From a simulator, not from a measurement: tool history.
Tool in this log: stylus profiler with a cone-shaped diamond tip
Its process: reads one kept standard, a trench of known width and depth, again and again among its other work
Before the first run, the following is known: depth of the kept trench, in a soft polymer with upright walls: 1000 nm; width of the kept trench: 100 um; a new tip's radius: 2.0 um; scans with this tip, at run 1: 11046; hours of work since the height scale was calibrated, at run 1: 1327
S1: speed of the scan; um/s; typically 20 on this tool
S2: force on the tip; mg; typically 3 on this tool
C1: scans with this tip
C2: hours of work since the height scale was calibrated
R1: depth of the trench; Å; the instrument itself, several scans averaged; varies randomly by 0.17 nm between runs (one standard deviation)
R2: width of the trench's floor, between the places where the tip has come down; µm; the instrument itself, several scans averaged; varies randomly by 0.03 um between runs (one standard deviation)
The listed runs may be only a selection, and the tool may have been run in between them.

| run | day | S1 | S2 | C1 | C2 | R1 | R2 |
|---|---|---|---|---|---|---|---|
| 1 | 0 | 20 | 3 | 11046 | 1327 | 10133.6 | 95.4 |
| 2 | 2.154 | 20 | 3 | 11302 | 1358 | 10133.7 | 95.36 |
| 3 | 5.096 | 20 | 3 | 11652 | 1400 | 10132.8 | 95.3 |
| 4 | 6.929 | 20 | 3 | 11870 | 1426 | 10133.6 | 95.29 |
| 5 | 9.125 | 20 | 3 | 12131 | 1458 | 10132.8 | 95.29 |
| 6 | 11.367 | 5 | 3 | 12398 | 1490 | 10131.3 | 95.35 |
| 7 | 13.946 | 5 | 3 | 12705 | 1527 | 10131.9 | 95.35 |
| 8 | 16.225 | 5 | 3 | 12976 | 1559 | 10130.4 | 95.32 |
| 9 | 18.675 | 5 | 3 | 13268 | 1594 | 10131.4 | 95.19 |
| 10 | 21.083 | 20 | 3 | 13554 | 1629 | 10130.6 | 95.22 |
| 11 | 23.638 | 20 | 3 | 13858 | 1665 | 10131.7 | 95.11 |
| 12 | 26.267 | 20 | 3 | 14171 | 1703 | 10128.6 | 95.13 |
| 13 | 27.85 | 20 | 3 | 14359 | 1725 | 10129.8 | 95.07 |
| 14 | 30.025 | 20 | 1.11 | 14618 | 1756 | 10059 | 95.08 |
| 15 | 32.292 | 20 | 1.39 | 14888 | 1789 | 10072.2 | 95.12 |
| 16 | 35.067 | 20 | 1.39 | 15218 | 1829 | 10072 | 95.07 |
| 17 | 37.471 | 20 | 1.39 | 15504 | 1863 | 10070.8 | 94.99 |
| 18 | 40.542 | 20 | 1.39 | 15869 | 1907 | 10070.8 | 94.97 |
| 19 | 42.479 | 20 | 3 | 16100 | 1935 | 10129.5 | 95.02 |
|  | 43.304 | height scale calibrated on a step standard |
| 20 | 44.008 | 20 | 3 | 16279 | 10 | 10150.4 | 95.02 |
| 21 | 46.042 | 20 | 7.89 | 16521 | 39 | 10278.7 | 95.04 |
| 22 | 48.517 | 20 | 3 | 16816 | 75 | 10148.7 | 94.95 |
| 23 | 51.662 | 14 | 3 | 17190 | 119 | 10151.2 | 94.93 |
| 24 | 53.825 | 14 | 3 | 17447 | 150 | 10148.2 | 94.93 |
| 25 | 57.033 | 56 | 2.07 | 17829 | 196 | 10119.8 | 94.65 |
| 26 | 58.817 | 77 | 1.45 | 18041 | 222 | 10091.9 | 94.4 |
| 27 | 60.646 | 77 | 4.92 | 18259 | 248 | 10202 | 94.64 |
| 28 | 63.138 | 9 | 6.33 | 18555 | 284 | 10242.8 | 94.91 |
| 29 | 65.888 | 9 | 6.33 | 18882 | 323 | 10238.9 | 94.81 |
| 30 | 67.229 | 65 | 3 | 19042 | 342 | 10142.6 | 94.63 |
| 31 | 70.029 | 6 | 4.93 | 19375 | 382 | 10203.2 | 94.84 |
| 32 | 72.208 | 9 | 5.85 | 19634 | 413 | 10227.1 | 94.84 |
| 33 | 75.112 | 9 | 3 | 19980 | 455 | 10143.5 | 94.83 |
| 34 | 76.825 | 9 | 3 | 20183 | 479 | 10144.7 | 94.79 |
| 35 | 79.054 | 31 | 1.04 | 20449 | 511 | 10066.9 | 94.56 |
| 36 | 82.133 | 66 | 6.63 | 20815 | 555 | 10242.8 | 94.53 |
| 37 | 83.654 | 7 | 6.79 | 20996 | 577 | 10248.9 | 94.76 |
| 38 | 86.788 | 54 | 7.2 | 21369 | 622 | 10256.8 | 94.6 |
| 39 | 90.096 | 10 | 1.6 | 21763 | 669 | 10091.5 | 94.65 |
| 40 | 91.738 | 41 | 1.25 | 21958 | 692 | 10078.4 | 94.35 |
| 41 | 93.454 | 12 | 7.08 | 22162 | 717 | 10256 | 94.65 |
| 42 | 96.104 | 22 | 4.56 | 22477 | 755 | 10187.8 | 94.56 |
| 43 | 98.921 | 22 | 4.56 | 22812 | 795 | 10189.2 | 94.57 |
| 44 | 101.775 | 32 | 1 | 23152 | 836 | 10064 | 94.38 |
| 45 | 104.938 | 32 | 1 | 23528 | 881 | 10064.5 | 94.33 |

Pick out some run-to-run changes in R1. Of each, how much would a tool without hidden state show as well, from the settings, what came in and chance, and how much is left for the hidden state and any gauge scatter not in both results compared?
Hidden state at play: radius of the tip, um; height scale over the true one, %; drift of the gauge itself on depth_nm, %; drift of the gauge itself on floor_um, %.
Run 6 -> 7: no setting changed, nothing entered. R1 +0.6 Å: hidden state -0.6, all else +1.2.
Run 19 -> 20: height scale calibrated on a step standard. R1 +20.9 Å: hidden state +23.5, all else -2.6.
Run 35 -> 36: S1 31 -> 66, S2 1.04 -> 6.63. R1 +175.9 Å: hidden state -0.6, all else +176.5.
Run 37 -> 38: S1 7 -> 54, S2 6.79 -> 7.2. R1 +7.9 Å: hidden state -0.7, all else +8.6.
Run 38 -> 39: S1 54 -> 10, S2 7.2 -> 1.6. R1 -165.3 Å: hidden state -0.5, all else -164.8.
Run 40 -> 41: S1 41 -> 12, S2 1.25 -> 7.08. R1 +177.6 Å: hidden state -0.3, all else +177.9.
